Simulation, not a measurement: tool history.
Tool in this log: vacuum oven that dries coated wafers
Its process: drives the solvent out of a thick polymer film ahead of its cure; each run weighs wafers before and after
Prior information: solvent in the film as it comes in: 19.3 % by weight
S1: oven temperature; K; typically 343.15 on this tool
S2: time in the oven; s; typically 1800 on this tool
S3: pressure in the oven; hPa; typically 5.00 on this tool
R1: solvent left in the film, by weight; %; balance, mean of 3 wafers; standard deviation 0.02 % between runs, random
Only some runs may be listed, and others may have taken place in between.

run 1 day=0.000 | S1=343.15 S2=1800 S3=5.00 | R1=1.35
run 2 day=3.062 | S1=343.15 S2=1800 S3=5.00 | R1=1.38
run 3 day=6.275 | S1=343.15 S2=1800 S3=5.00 | R1=1.38
run 4 day=8.433 | S1=341.15 S2=1800 S3=5.00 | R1=1.83
run 5 day=10.992 | S1=348.15 S2=1800 S3=5.00 | R1=0.63
run 6 day=13.283 | S1=343.15 S2=1800 S3=5.00 | R1=1.39
run 7 day=17.079 | S1=343.15 S2=1800 S3=6.01 | R1=1.44
run 8 day=19.796 | S1=344.15 S2=1800 S3=5.00 | R1=1.18
run 9 day=23.271 | S1=344.15 S2=1800 S3=5.00 | R1=1.18
run 10 day=26.262 | S1=344.15 S2=960 S3=5.00 | R1=3.44
run 11 day=29.512 | S1=344.15 S2=960 S3=5.00 | R1=3.38
run 12 day=32.338 | S1=343.15 S2=1080 S3=5.00 | R1=3.19
run 13 day=34.133 | S1=343.15 S2=1800 S3=9.74 | R1=1.64
run 14 day=37.000 | S1=343.15 S2=1800 S3=9.74 | R1=1.65
run 15 day=38.683 | S1=343.15 S2=1800 S3=9.74 | R1=1.64
run 16 day=41.200 | S1=343.15 S2=1800 S3=9.74 | R1=1.67
run 17 day=43.288 | S1=352.15 S2=1200 S3=5.00 | R1=0.82
run 18 day=45.892 | S1=352.15 S2=1200 S3=5.00 | R1=0.78
run 19 day=47.533 | S1=355.15 S2=1800 S3=11.82 | R1=0.65
run 20 day=49.888 | S1=340.15 S2=1140 S3=5.00 | R1=3.84
run 21 day=53.792 | S1=355.15 S2=2880 S3=6.23 | R1=0.41
run 22 day=56.158 | S1=342.15 S2=1800 S3=6.04 | R1=1.56
run 23 day=59.554 | S1=341.15 S2=1800 S3=5.00 | R1=1.71
run 24 day=62.004 | S1=341.15 S2=1800 S3=5.00 | R1=1.68
run 25 day=63.779 | S1=341.15 S2=1800 S3=5.00 | R1=1.67
run 26 day=67.546 | S1=351.15 S2=3180 S3=7.80 | R1=0.59
run 27 day=71.479 | S1=345.15 S2=3180 S3=10.24 | R1=0.92
run 28 day=73.267 | S1=345.15 S2=3180 S3=10.24 | R1=0.91
-- day=74.592 oven's thermocouples calibrated
run 29 day=76.046 | S1=348.15 S2=2340 S3=4.51 | R1=0.71
run 30 day=78.092 | S1=348.15 S2=1500 S3=2.59 | R1=1.17

Consider 3 possible next runs. They are alternatives, not a sequence: every one starts from the tool as it was left by run 30. What does each give?
run A day=80.246 | S1=351.15 S2=1080 S3=3.54 | R1=?
run B day=80.246 | S1=354.15 S2=1800 S3=7.06 | R1=?
run C day=80.246 | S1=348.15 S2=1920 S3=2.59 | R1=?

run=A R1=1.42
run=B R1=0.63
run=C R1=0.75
Without the tool's hidden state the same runs would have given:
run=A R1=1.23
run=B R1=0.39
run=C R1=0.47
